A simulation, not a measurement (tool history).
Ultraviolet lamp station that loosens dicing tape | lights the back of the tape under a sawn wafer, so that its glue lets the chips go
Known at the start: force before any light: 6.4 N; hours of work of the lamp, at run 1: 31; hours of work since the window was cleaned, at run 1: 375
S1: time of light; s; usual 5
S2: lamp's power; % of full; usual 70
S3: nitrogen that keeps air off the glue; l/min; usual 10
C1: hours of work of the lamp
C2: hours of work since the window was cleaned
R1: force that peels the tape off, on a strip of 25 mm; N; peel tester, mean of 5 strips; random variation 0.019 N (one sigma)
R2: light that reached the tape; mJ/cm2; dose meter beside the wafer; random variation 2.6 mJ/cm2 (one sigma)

run,hour,S1,S2,S3,C1,C2,R1,R2
1,0,5,70,10,31,375,0.909,316
2,11.2,5,70,10,39,383,0.917,317
3,16.6,5,70,10,42,386,0.903,314
4,21.5,5,89,10,46,390,0.579,404
5,26.5,5,89,10,49,393,0.566,403
6,33.2,5,89,10,53,398,0.581,403
7,42.8,5,89,10,60,404,0.58,407
8,53.1,5,70,5,67,411,1.353,321
9,60,10,70,10,71,415,0.274,639
10,67.1,5,85,10,76,420,0.626,382
11,75,8,73,12,81,425,0.31,531
# hour 80.7: window cleaned of glue's vapour
12,83,4,73,8,86,2,1.365,266
13,87.6,8,91,5,89,5,0.356,656
14,94.4,10,62,10,94,9,0.315,560
15,102.6,5,74,10,99,15,0.835,338
16,109.7,5,74,10,104,19,0.854,333
17,116.2,5,62,10,108,24,1.083,286
18,126,5,74,3,115,30,1.573,339
19,132.4,3,87,11,119,34,1.348,239
20,138.3,6,67,5,123,38,1.039,371

How the hidden state differs across the entries between the runs, from the last listed run before each to the first after it:
Between runs 11 and 12: window cleaned of glue's vapour (hour 80.7)
  light that the window lets through, % of a clean one's: 99.8 -> 100
